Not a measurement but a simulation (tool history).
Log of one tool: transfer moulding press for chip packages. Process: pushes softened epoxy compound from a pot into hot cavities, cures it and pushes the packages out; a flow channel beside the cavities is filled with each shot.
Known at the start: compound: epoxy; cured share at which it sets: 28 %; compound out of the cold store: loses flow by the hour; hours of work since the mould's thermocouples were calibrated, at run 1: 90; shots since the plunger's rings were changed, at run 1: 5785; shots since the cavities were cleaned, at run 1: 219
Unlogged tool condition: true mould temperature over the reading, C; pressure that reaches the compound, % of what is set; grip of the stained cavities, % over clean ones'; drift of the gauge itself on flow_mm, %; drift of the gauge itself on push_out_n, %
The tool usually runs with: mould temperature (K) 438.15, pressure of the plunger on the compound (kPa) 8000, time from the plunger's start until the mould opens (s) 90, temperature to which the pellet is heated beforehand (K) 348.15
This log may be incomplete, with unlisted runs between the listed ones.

run   hour  mould temperature (K)  pressure of the plunger on the compound (kPa)  time from the plunger's start until the mould opens (s)  temperature to which the pellet is heated beforehand (K)  hours of work since the mould's thermocouples were calibrated  shots since the plunger's rings were changed  shots since the cavities were cleaned  incoming compound's hours out of the cold store  length that the compound runs in the flow channel (mm)  greatest force on the pins that push the packages out (N)
  1      0                 438.15                                           8000                                                       90                                                    348.15                                                             90                                          5785                                    219                                             20.4                                                     886                                                        710
  2   17.3                 438.15                                           8000                                                       90                                                    348.15                                                             98                                          5951                                    385                                             19.7                                                     857                                                        805
  3   37.6                 440.15                                           8000                                                       90                                                    348.15                                                            108                                          6145                                    579                                             34.9                                                     829                                                        807
      54.2  -- cavities cleaned with cleaning compound and waxed
  4   58.8                 438.15                                           8000                                                      129                                                    348.15                                                            118                                          6333                                     43                                              9.5                                                     902                                                        459
      80.5  -- plunger's sealing rings changed
  5     82                 438.15                                           8000                                                      129                                                    348.15                                                            128                                            14                                    242                                               12                                                     984                                                        580
  6     94                 438.15                                           8000                                                      100                                                    348.15                                                            134                                           129                                    357                                             23.9                                                     973                                                        685
  7  113.7                 438.15                                           8000                                                       90                                                    348.15                                                            144                                           317                                    545                                             32.3                                                     932                                                        869
       134  -- cavities cleaned with cleaning compound and waxed
  8    134                 438.15                                           8000                                                      100                                                    348.15                                                            153                                           497                                      0                                             41.4                                                     910                                                        463
  9  143.1                 438.15                                           8000                                                      100                                                    348.15                                                            158                                           584                                     87                                             20.2                                                     959                                                        545
 10  158.2                 438.15                                           8000                                                      100                                                    348.15                                                            165                                           729                                    232                                             44.1                                                     894                                                        640
 11  170.4                 438.15                                           8000                                                      100                                                    348.15                                                            171                                           845                                    348                                             19.3                                                     971                                                        691
 12  190.7                 438.15                                           8000                                                      100                                                    348.15                                                            181                                          1040                                    543                                               31                                                     918                                                        729
 13  202.4                 438.15                                           8000                                                       90                                                    347.15                                                            187                                          1152                                    655                                             33.6                                                     920                                                        941
     212.4  -- cavities cleaned with cleaning compound and waxed
 14  222.7                 438.15                                           8000                                                       90                                                    351.15                                                            196                                          1332                                     99                                             13.6                                                     966                                                        616
 15  234.3                 438.15                                           8000                                                       90                                                    351.15                                                            202                                          1443                                    210                                              9.9                                                     961                                                        733
 16  246.2                 438.15                                           8000                                                       90                                                    351.15                                                            208                                          1557                                    324                                              9.7                                                     984                                                        734
 17  259.5                 441.15                                           6260                                                       79                                                    340.15                                                            214                                          1684                                    451                                             40.4                                                     794                                                        862
 18  271.1                 441.15                                           6260                                                       79                                                    340.15                                                            220                                          1795                                    562                                              8.5                                                     870                                                        979
     289.8  -- cavities cleaned with cleaning compound and waxed
 19  289.8                 440.15                                           6260                                                       79                                                    342.15                                                            229                                          1959                                      0                                             14.3                                                     845                                                        656
 20  309.3                 438.15                                           6260                                                      126                                                    339.15                                                            238                                          2147                                    188                                             14.7                                                     841                                                        562
 21  320.4                 438.15                                           6260                                                      126                                                    339.15                                                            244                                          2253                                    294                                             13.7                                                     842                                                        616
 22  337.7                 438.15                                           6260                                                      126                                                    339.15                                                            252                                          2418                                    459                                             29.8                                                     808                                                        679
 23  355.8                 437.15                                           6040                                                      126                                                    339.15                                                            261                                          2591                                    632                                             21.2                                                     800                                                        733
     367.2  -- cavities cleaned with cleaning compound and waxed
 24    375                 437.15                                           6040                                                      126                                                    339.15                                                            270                                          2761                                     75                                             45.1                                                     774                                                        491
 25  393.9                 437.15                                           6040                                                      126                                                    339.15                                                            279                                          2942                                    256                                             20.3                                                     804                                                        583
 26  413.3                 440.15                                           8000                                                       90                                                    348.15                                                            289                                          3128                                    442                                               29                                                     912                                                        743
 27  434.1                 440.15                                           9500                                                       90                                                    354.15                                                            299                                          3326                                    640                                             28.3                                                     987                                                        811
     444.1  -- cavities cleaned with cleaning compound and waxed
 28  454.7                 440.15                                           9500                                                       90                                                    354.15                                                            309                                          3510                                    102                                              9.5                                                    1023                                                        563

5 options for the next run, each taken on its own from the tool as it stands now. Forecast them:
  A  463.7                 432.15                                           9320                                                       90                                                    343.15                                                            313                                          3596                                    188                                             30.4                                                       ?                                                          ?
  B  463.7                 433.15                                           9500                                                      118                                                    339.15                                                            313                                          3596                                    188                                             15.4                                                       ?                                                          ?
  C  463.7                 442.15                                           8000                                                       90                                                    347.15                                                            313                                          3596                                    188                                             28.6                                                       ?                                                          ?
  D  463.7                 440.15                                           8000                                                       90                                                    348.15                                                            313                                          3596                                    188                                             17.1                                                       ?                                                          ?
  E  463.7                 440.15                                           7020                                                       90                                                    354.15                                                            313                                          3596                                    188                                             33.4                                                       ?                                                          ?

run  length that the compound runs in the flow channel (mm)  greatest force on the pins that push the packages out (N)
  A                                                     982                                                       1042
  B                                                    1035                                                        609
  C                                                     895                                                        610
  D                                                     913                                                        622
  E                                                     821                                                        606
Take away the tool's hidden state, keep each run's random variation, and the runs would have read:
run  length that the compound runs in the flow channel (mm)  greatest force on the pins that push the packages out (N)
  A                                                    1044                                                        797
  B                                                    1100                                                        471
  C                                                     951                                                        474
  D                                                     971                                                        481
  E                                                     873                                                        468

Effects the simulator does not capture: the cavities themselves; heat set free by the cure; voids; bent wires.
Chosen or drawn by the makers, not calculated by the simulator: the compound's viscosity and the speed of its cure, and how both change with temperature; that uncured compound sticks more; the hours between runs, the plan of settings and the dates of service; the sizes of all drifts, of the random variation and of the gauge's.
